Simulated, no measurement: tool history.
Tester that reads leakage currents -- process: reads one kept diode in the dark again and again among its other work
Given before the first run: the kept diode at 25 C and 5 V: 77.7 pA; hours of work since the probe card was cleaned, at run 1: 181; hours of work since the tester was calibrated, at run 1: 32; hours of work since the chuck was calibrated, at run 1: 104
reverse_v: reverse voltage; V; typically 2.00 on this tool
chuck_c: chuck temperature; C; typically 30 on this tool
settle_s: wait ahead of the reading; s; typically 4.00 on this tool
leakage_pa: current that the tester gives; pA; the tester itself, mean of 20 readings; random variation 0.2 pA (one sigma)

run   hour  reverse_v  chuck_c  settle_s  hours of work since the probe card was cleaned  hours of work since the tester was calibrated  hours of work since the chuck was calibrated  leakage_pa
  1    0.0       2.00       30      4.00                                             181                                             32                                           104       65.79
  2   59.5       2.00       30      4.00                                             210                                             61                                           133       65.80
  3  113.0       2.00       30      4.00                                             236                                             87                                           159       65.87
  4  166.5       2.00       30      4.00                                             262                                            113                                           185       65.46
  5  208.2       2.00       30      4.00                                             282                                            133                                           205       65.41
  6  235.2       2.00       23      4.00                                             296                                            146                                           218       38.36
  7  296.8       2.27       56      0.58                                             326                                            176                                           248      425.57
  8  353.7       2.27       55      4.76                                             353                                            204                                           276      397.19

What will run 9 give?
  9  403.5       1.29       48      1.38                                             377                                            228                                           300           ?

For run 9 the tool returned leakage_pa 178.99 pA.
On a tool with no hidden condition, and with the same random variation, this run would have come out at leakage_pa 184.06 pA.

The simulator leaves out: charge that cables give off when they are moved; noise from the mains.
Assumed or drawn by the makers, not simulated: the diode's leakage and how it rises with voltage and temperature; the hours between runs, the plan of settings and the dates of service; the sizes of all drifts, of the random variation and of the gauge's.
